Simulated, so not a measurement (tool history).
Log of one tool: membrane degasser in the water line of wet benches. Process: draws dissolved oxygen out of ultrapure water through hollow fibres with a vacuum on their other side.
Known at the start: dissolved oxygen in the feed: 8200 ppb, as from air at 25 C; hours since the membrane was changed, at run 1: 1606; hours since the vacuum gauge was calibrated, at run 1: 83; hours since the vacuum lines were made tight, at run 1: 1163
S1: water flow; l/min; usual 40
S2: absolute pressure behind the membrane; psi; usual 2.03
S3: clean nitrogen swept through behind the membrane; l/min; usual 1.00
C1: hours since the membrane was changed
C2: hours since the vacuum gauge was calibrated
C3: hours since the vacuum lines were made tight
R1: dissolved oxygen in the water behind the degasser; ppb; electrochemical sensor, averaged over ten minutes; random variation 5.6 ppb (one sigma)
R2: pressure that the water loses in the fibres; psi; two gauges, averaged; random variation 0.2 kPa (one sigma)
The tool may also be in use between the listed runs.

| run | day | S1 | S2 | S3 | C1 | C2 | C3 | R1 | R2 |
|---|---|---|---|---|---|---|---|---|---|
| 1 | 0.000 | 40 | 2.03 | 1.00 | 1606 | 83 | 1163 | 849.9 | 6.530 |
| 2 | 1.988 | 40 | 2.03 | 1.00 | 1654 | 130 | 1210 | 844.6 | 6.531 |
| 3 | 3.825 | 40 | 2.03 | 1.00 | 1698 | 174 | 1255 | 847.2 | 6.562 |
| 4 | 4.917 | 40 | 2.03 | 1.00 | 1724 | 201 | 1281 | 843.1 | 6.567 |
| 5 | 6.912 | 40 | 2.03 | 1.00 | 1772 | 249 | 1329 | 844.6 | 6.564 |
| 6 | 8.767 | 40 | 2.03 | 1.00 | 1817 | 293 | 1373 | 846.9 | 6.572 |
| 7 | 9.933 | 40 | 1.81 | 1.00 | 1845 | 321 | 1401 | 742.7 | 6.576 |
| 8 | 11.483 | 40 | 1.81 | 1.00 | 1882 | 358 | 1438 | 747.3 | 6.503 |
| 9 | 12.779 | 40 | 1.81 | 1.00 | 1913 | 389 | 1469 | 735.9 | 6.570 |
| 10 | 14.638 | 40 | 1.61 | 1.00 | 1958 | 434 | 1514 | 650.2 | 6.544 |
| 11 | 15.617 | 40 | 2.15 | 1.00 | 1981 | 457 | 1537 | 889.3 | 6.559 |
| 12 | 17.158 | 40 | 2.15 | 0.55 | 2018 | 494 | 1574 | 1338.9 | 6.567 |
| 13 | 18.708 | 40 | 2.03 | 1.00 | 2055 | 532 | 1612 | 846.9 | 6.566 |
| 14 | 20.150 | 40 | 2.03 | 0.95 | 2090 | 566 | 1646 | 880.3 | 6.557 |
| 15 | 21.875 | 40 | 2.03 | 0.92 | 2131 | 608 | 1688 | 903.1 | 6.569 |
| 16 | 23.508 | 40 | 2.03 | 0.92 | 2171 | 647 | 1727 | 905.4 | 6.518 |
| 17 | 25.458 | 40 | 2.03 | 0.92 | 2217 | 694 | 1774 | 896.8 | 6.544 |
| 18 | 26.475 | 34 | 2.64 | 1.59 | 2242 | 718 | 1798 | 687.5 | 5.529 |
| 19 | 28.133 | 34 | 2.64 | 1.59 | 2282 | 758 | 1838 | 693.0 | 5.561 |
| 20 | 29.979 | 38 | 2.64 | 1.59 | 2326 | 802 | 1882 | 761.1 | 6.186 |
| 21 | 31.696 | 54 | 2.64 | 1.29 | 2367 | 843 | 1923 | 1232.0 | 8.817 |
| 22 | 33.783 | 54 | 2.64 | 1.29 | 2417 | 893 | 1973 | 1221.7 | 8.782 |
| 23 | 35.796 | 42 | 2.03 | 0.93 | 2465 | 942 | 2022 | 926.5 | 6.824 |
| 24 | 37.508 | 34 | 1.58 | 0.75 | 2507 | 983 | 2063 | 661.9 | 5.519 |
| 25 | 39.346 | 34 | 1.58 | 0.75 | 2551 | 1027 | 2107 | 676.2 | 5.548 |
| 26 | 40.408 | 36 | 4.41 | 1.92 | 2576 | 1052 | 2132 | 1045.8 | 5.873 |
| 27 | 42.479 | 45 | 2.19 | 1.32 | 2626 | 1102 | 2182 | 845.5 | 7.342 |
| 28 | 43.612 | 45 | 2.19 | 1.32 | 2653 | 1129 | 2209 | 841.5 | 7.427 |
| 29 | 44.538 | 61 | 2.03 | 0.83 | 2675 | 1152 | 2232 | 1360.5 | 10.002 |
| 30 | 45.933 | 61 | 2.03 | 0.83 | 2709 | 1185 | 2265 | 1358.0 | 10.019 |
| 31 | 47.121 | 61 | 2.03 | 0.83 | 2737 | 1214 | 2294 | 1359.3 | 9.976 |

5 ways to go on from here, each from the tool as it stands after run 31. What would each give?
| A | 48.150 | 61 | 1.67 | 0.83 | 2762 | 1238 | 2318 | ? | ? |
| B | 48.150 | 40 | 1.67 | 1.00 | 2762 | 1238 | 2318 | ? | ? |
| C | 48.150 | 45 | 3.55 | 0.83 | 2762 | 1238 | 2318 | ? | ? |
| D | 48.150 | 49 | 2.03 | 2.95 | 2762 | 1238 | 2318 | ? | ? |
| E | 48.150 | 61 | 1.84 | 0.83 | 2762 | 1238 | 2318 | ? | ? |

| run | R1 | R2 |
|---|---|---|
| A | 1122.8 | 9.958 |
| B | 669.9 | 6.582 |
| C | 1834.7 | 7.400 |
| D | 486.0 | 8.035 |
| E | 1238.5 | 10.029 |
Without the tool's hidden state the same runs would have given:
| run | R1 | R2 |
|---|---|---|
| A | 1122.4 | 9.955 |
| B | 669.7 | 6.580 |
| C | 1834.5 | 7.397 |
| D | 485.8 | 8.031 |
| E | 1238.1 | 10.025 |
